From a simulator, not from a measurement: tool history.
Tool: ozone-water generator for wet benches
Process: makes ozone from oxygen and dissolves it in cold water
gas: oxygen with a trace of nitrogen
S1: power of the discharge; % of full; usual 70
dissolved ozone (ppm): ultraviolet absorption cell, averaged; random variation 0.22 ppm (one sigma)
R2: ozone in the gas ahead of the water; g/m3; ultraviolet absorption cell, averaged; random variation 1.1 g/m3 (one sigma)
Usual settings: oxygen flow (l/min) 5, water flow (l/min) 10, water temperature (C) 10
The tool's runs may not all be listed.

{"run": 1, "hour": 0.0, "S1": 70, "oxygen flow (l/min)": 5, "water flow (l/min)": 10, "water temperature (C)": 10, "dissolved ozone (ppm)": 32.6, "R2": 204}
{"run": 2, "hour": 29.8, "S1": 70, "oxygen flow (l/min)": 5.76, "water flow (l/min)": 10, "water temperature (C)": 10, "dissolved ozone (ppm)": 32, "R2": 187.6}
{"run": 3, "hour": 65.3, "S1": 70, "oxygen flow (l/min)": 5, "water flow (l/min)": 10, "water temperature (C)": 10, "dissolved ozone (ppm)": 32.6, "R2": 202.3}
{"run": 4, "hour": 82.6, "S1": 70, "oxygen flow (l/min)": 5, "water flow (l/min)": 10, "water temperature (C)": 10, "dissolved ozone (ppm)": 32.5, "R2": 198.5}
{"run": 5, "hour": 98.7, "S1": 70, "oxygen flow (l/min)": 5, "water flow (l/min)": 10, "water temperature (C)": 10, "dissolved ozone (ppm)": 32, "R2": 204.6}
{"run": 6, "hour": 121.6, "S1": 70, "oxygen flow (l/min)": 5, "water flow (l/min)": 10, "water temperature (C)": 10, "dissolved ozone (ppm)": 32.5, "R2": 202.8}
{"run": 7, "hour": 137.4, "S1": 70, "oxygen flow (l/min)": 5, "water flow (l/min)": 10, "water temperature (C)": 10, "dissolved ozone (ppm)": 32.2, "R2": 203}
{"run": 8, "hour": 169.1, "S1": 70, "oxygen flow (l/min)": 5, "water flow (l/min)": 10, "water temperature (C)": 10, "dissolved ozone (ppm)": 33, "R2": 200.9}
{"run": 9, "hour": 200.5, "S1": 70, "oxygen flow (l/min)": 5, "water flow (l/min)": 10, "water temperature (C)": 10, "dissolved ozone (ppm)": 32.5, "R2": 200.9}
{"run": 10, "hour": 221.9, "S1": 53, "oxygen flow (l/min)": 5, "water flow (l/min)": 8, "water temperature (C)": 10, "dissolved ozone (ppm)": 30.8, "R2": 160.1}
{"run": 11, "hour": 251.7, "S1": 53, "oxygen flow (l/min)": 5, "water flow (l/min)": 8, "water temperature (C)": 10, "dissolved ozone (ppm)": 31, "R2": 161.1}
{"run": 12, "hour": 274.1, "S1": 62, "oxygen flow (l/min)": 5, "water flow (l/min)": 11, "water temperature (C)": 10, "dissolved ozone (ppm)": 27.1, "R2": 181.7}
{"run": 13, "hour": 303.2, "S1": 62, "oxygen flow (l/min)": 5, "water flow (l/min)": 11, "water temperature (C)": 10, "dissolved ozone (ppm)": 27.1, "R2": 181.8}
{"run": 14, "hour": 321.1, "S1": 62, "oxygen flow (l/min)": 2.85, "water flow (l/min)": 16, "water temperature (C)": 10, "dissolved ozone (ppm)": 18.2, "R2": 248.4}
{"run": 15, "hour": 357.5, "S1": 62, "oxygen flow (l/min)": 3.07, "water flow (l/min)": 16, "water temperature (C)": 6, "dissolved ozone (ppm)": 19.1, "R2": 235.5}
{"run": 16, "hour": 381.8, "S1": 62, "oxygen flow (l/min)": 3.07, "water flow (l/min)": 16, "water temperature (C)": 6, "dissolved ozone (ppm)": 19, "R2": 236.1}

Forecast each of these 5 alternatives for the next run:
{"run": "A", "hour": 419.4, "S1": 70, "oxygen flow (l/min)": 5, "water flow (l/min)": 10, "water temperature (C)": 5, "dissolved ozone (ppm)": "?", "R2": "?"}
{"run": "B", "hour": 419.4, "S1": 70, "oxygen flow (l/min)": 5, "water flow (l/min)": 11, "water temperature (C)": 10, "dissolved ozone (ppm)": "?", "R2": "?"}
{"run": "C", "hour": 419.4, "S1": 70, "oxygen flow (l/min)": 5, "water flow (l/min)": 9, "water temperature (C)": 10, "dissolved ozone (ppm)": "?", "R2": "?"}
{"run": "D", "hour": 419.4, "S1": 62, "oxygen flow (l/min)": 3.07, "water flow (l/min)": 11, "water temperature (C)": 6, "dissolved ozone (ppm)": "?", "R2": "?"}
{"run": "E", "hour": 419.4, "S1": 70, "oxygen flow (l/min)": 5.52, "water flow (l/min)": 10, "water temperature (C)": 10, "dissolved ozone (ppm)": "?", "R2": "?"}

run=A dissolved_ozone_(ppm)=35.1 R2=200.6
run=B dissolved_ozone_(ppm)=29.8 R2=200.3
run=C dissolved_ozone_(ppm)=35 R2=200.2
run=D dissolved_ozone_(ppm)=28.8 R2=236.8
run=E dissolved_ozone_(ppm)=32 R2=188.9
Without the tool's hidden state the same runs would have given:
run=A dissolved_ozone_(ppm)=35.2 R2=204.8
run=B dissolved_ozone_(ppm)=29.9 R2=204.4
run=C dissolved_ozone_(ppm)=35 R2=204.4
run=D dissolved_ozone_(ppm)=28.9 R2=241.7
run=E dissolved_ozone_(ppm)=32.1 R2=192.8
